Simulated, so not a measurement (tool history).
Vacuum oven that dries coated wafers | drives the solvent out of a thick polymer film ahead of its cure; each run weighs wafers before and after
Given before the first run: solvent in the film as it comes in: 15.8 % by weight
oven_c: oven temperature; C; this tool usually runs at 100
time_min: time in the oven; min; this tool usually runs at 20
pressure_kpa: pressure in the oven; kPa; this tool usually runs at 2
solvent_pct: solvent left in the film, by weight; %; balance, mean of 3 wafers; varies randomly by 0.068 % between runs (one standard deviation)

run 1 hour=0 | oven_c=100 time_min=20 pressure_kpa=2 | solvent_pct=5.08
run 2 hour=27.7 | oven_c=100 time_min=20 pressure_kpa=2 | solvent_pct=5.18
run 3 hour=54.9 | oven_c=100 time_min=20 pressure_kpa=4.35 | solvent_pct=7.9
run 4 hour=73.8 | oven_c=100 time_min=20 pressure_kpa=4.35 | solvent_pct=7.97
run 5 hour=102.3 | oven_c=87 time_min=20 pressure_kpa=4.35 | solvent_pct=12.13
run 6 hour=126.4 | oven_c=100 time_min=21 pressure_kpa=2 | solvent_pct=4.76
run 7 hour=162.3 | oven_c=100 time_min=21 pressure_kpa=2 | solvent_pct=4.99
run 8 hour=184.6 | oven_c=100 time_min=21 pressure_kpa=2 | solvent_pct=4.89
run 9 hour=213.9 | oven_c=100 time_min=20 pressure_kpa=1.36 | solvent_pct=4.38
-- hour=217.7 vacuum gauge cleaned of residue and calibrated
run 10 hour=254.8 | oven_c=100 time_min=20 pressure_kpa=2 | solvent_pct=5.22
run 11 hour=272.6 | oven_c=100 time_min=20 pressure_kpa=2 | solvent_pct=5.18
run 12 hour=303.2 | oven_c=100 time_min=20 pressure_kpa=2 | solvent_pct=5.08
run 13 hour=322.4 | oven_c=93 time_min=20 pressure_kpa=3.05 | solvent_pct=8.63
-- hour=338.7 vacuum gauge cleaned of residue and calibrated, once more
run 14 hour=353.4 | oven_c=88 time_min=35 pressure_kpa=3.05 | solvent_pct=8.49
run 15 hour=387.6 | oven_c=88 time_min=35 pressure_kpa=3.05 | solvent_pct=8.6
run 16 hour=407.6 | oven_c=88 time_min=13 pressure_kpa=3.05 | solvent_pct=11.11
run 17 hour=440.2 | oven_c=88 time_min=13 pressure_kpa=3.05 | solvent_pct=11.07
run 18 hour=469.1 | oven_c=93 time_min=13 pressure_kpa=3.05 | solvent_pct=9.75
-- hour=492.1 oven's thermocouples calibrated
run 19 hour=504.4 | oven_c=93 time_min=13 pressure_kpa=3.05 | solvent_pct=9.1
run 20 hour=543.8 | oven_c=113 time_min=20 pressure_kpa=1.2 | solvent_pct=1.62
run 21 hour=560.9 | oven_c=100 time_min=21 pressure_kpa=3.58 | solvent_pct=6.3
run 22 hour=592.2 | oven_c=100 time_min=21 pressure_kpa=4.23 | solvent_pct=7.04

Each row is a separate what-if for the run after 22, all from the same tool condition, not one after another. Results?
run A hour=624.7 | oven_c=100 time_min=20 pressure_kpa=3.29 | solvent_pct=?
run B hour=624.7 | oven_c=100 time_min=21 pressure_kpa=1.42 | solvent_pct=?
run C hour=624.7 | oven_c=100 time_min=19 pressure_kpa=2 | solvent_pct=?
run D hour=624.7 | oven_c=112 time_min=21 pressure_kpa=1.5 | solvent_pct=?
run E hour=624.7 | oven_c=100 time_min=16 pressure_kpa=2.71 | solvent_pct=?

run=A solvent_pct=6.33
run=B solvent_pct=3.86
run=C solvent_pct=4.86
run=D solvent_pct=1.86
run=E solvent_pct=6.1
With no hidden state in the tool, these same runs would have given:
run=A solvent_pct=6.3
run=B solvent_pct=3.82
run=C solvent_pct=4.83
run=D solvent_pct=1.82
run=E solvent_pct=6.07
